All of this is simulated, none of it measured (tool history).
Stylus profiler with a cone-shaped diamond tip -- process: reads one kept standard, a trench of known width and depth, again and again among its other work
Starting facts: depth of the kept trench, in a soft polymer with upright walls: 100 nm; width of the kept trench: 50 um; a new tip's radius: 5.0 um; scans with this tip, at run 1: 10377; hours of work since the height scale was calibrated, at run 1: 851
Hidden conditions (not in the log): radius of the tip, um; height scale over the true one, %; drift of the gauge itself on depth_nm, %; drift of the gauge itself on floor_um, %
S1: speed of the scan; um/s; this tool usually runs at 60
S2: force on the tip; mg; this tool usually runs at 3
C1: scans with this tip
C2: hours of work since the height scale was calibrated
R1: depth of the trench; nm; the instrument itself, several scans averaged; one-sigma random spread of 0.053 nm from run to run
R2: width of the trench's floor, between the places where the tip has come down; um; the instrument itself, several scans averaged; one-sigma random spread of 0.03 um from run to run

Run 1, hour 0: usual settings; C1 10377; C2 851. Result: R1 101.15 nm, R2 47.14 um.
Run 2, hour 58.5: usual settings; C1 10827; C2 888. Result: R1 101.11 nm, R2 47.23 um.
Run 3, hour 125.6: usual settings; C1 11344; C2 931. Result: R1 101.13 nm, R2 47.13 um.
Run 4, hour 192.7: usual settings but S1 53 um/s; C1 11860; C2 973. Result: R1 101.1 nm, R2 47.19 um.
Run 5, hour 224.3: usual settings but S1 53 um/s; C1 12103; C2 993. Result: R1 101.06 nm, R2 47.17 um.
Run 6, hour 263.7: usual settings but S1 170 um/s; C1 12406; C2 1018. Result: R1 101.13 nm, R2 46.54 um.
Run 7, hour 334.8: usual settings but S1 170 um/s; C1 12953; C2 1063. Result: R1 101.11 nm, R2 46.52 um.
Run 8, hour 407.9: usual settings but S1 170 um/s, S2 4.69 mg; C1 13515; C2 1109. Result: R1 101.58 nm, R2 46.64 um.
Run 9, hour 446.7: usual settings; C1 13814; C2 1134. Result: R1 101.06 nm, R2 47.08 um.
Run 10, hour 478.2: usual settings but S1 82 um/s; C1 14057; C2 1153. Result: R1 101.04 nm, R2 46.89 um.
Run 11, hour 534.9: usual settings but S1 82 um/s; C1 14493; C2 1189. Result: R1 101.09 nm, R2 46.97 um.
Run 12, hour 582.3: usual settings; C1 14858; C2 1219. Result: R1 101.13 nm, R2 47.05 um.
Run 13, hour 614.7: usual settings; C1 15107; C2 1240. Result: R1 101.04 nm, R2 47.01 um.
Run 14, hour 679.1: usual settings but S1 16 um/s, S2 1.53 mg; C1 15602; C2 1280. Result: R1 100.7 nm, R2 47.22 um.
Run 15, hour 713.3: usual settings but S1 238 um/s, S2 1.05 mg; C1 15866; C2 1302. Result: R1 100.33 nm, R2 45.19 um.
Run 16, hour 743.5: usual settings but S1 31 um/s, S2 1.2 mg; C1 16098; C2 1321. Result: R1 100.41 nm, R2 47.01 um.
Run 17, hour 786.3: usual settings but S1 47 um/s, S2 1.35 mg; C1 16427; C2 1348. Result: R1 100.45 nm, R2 46.91 um.
Run 18, hour 821.2: usual settings but S1 47 um/s, S2 1.35 mg; C1 16696; C2 1370. Result: R1 100.48 nm, R2 46.92 um.
Run 19, hour 860.7: usual settings but S1 69 um/s, S2 6.25 mg; C1 17000; C2 1395. Result: R1 101.9 nm, R2 47.04 um.
Run 20, hour 892.7: usual settings but S2 4.7 mg; C1 17246; C2 1415. Result: R1 101.45 nm, R2 47.04 um.
Run 21, hour 944: usual settings but S1 148 um/s, S2 4.53 mg; C1 17641; C2 1447. Result: R1 101.49 nm, R2 46.59 um.
Run 22, hour 993.7: usual settings but S1 148 um/s, S2 4.53 mg; C1 18023; C2 1479. Result: R1 101.43 nm, R2 46.59 um.
Run 23, hour 1050.4: usual settings but S1 148 um/s, S2 4.53 mg; C1 18460; C2 1515. Result: R1 101.43 nm, R2 46.56 um.

What will run 24 give?
Run 24, hour 1113.8: usual settings but S1 148 um/s, S2 4.53 mg; C1 18948; C2 1555. Result: R1 ?, R2 ?.

Run 24 measured R1 101.39 nm, R2 46.59 um.
With no hidden state in the tool, this same run would have given R1 101.85 nm, R2 47.4 um.
